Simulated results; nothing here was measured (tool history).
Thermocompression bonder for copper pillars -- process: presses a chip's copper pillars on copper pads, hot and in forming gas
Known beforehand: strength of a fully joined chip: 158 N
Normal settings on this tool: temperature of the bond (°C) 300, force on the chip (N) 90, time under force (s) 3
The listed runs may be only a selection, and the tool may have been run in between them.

run	hour	temperature of the bond (°C)	force on the chip (N)	time under force (s)	force that shears a chip off (N)
1	0.0	300	90	3	70.0
2	30.0	300	90	3	68.7
3	54.3	300	57	3	46.9
4	70.5	300	90	5	81.8
5	93.5	300	90	5	81.3
# hour 96.9: heater calibrated with a thermocouple chip
6	113.6	300	90	5	80.3
7	126.7	300	90	5	80.3

The next listed run, before its measurement:
8	157.0	309	90	9	?

Run 8 came out at force that shears a chip off (N) 103.5.
Were there no unlogged condition in the tool, this run, its random variation unchanged, would have produced force that shears a chip off (N) 113.6.

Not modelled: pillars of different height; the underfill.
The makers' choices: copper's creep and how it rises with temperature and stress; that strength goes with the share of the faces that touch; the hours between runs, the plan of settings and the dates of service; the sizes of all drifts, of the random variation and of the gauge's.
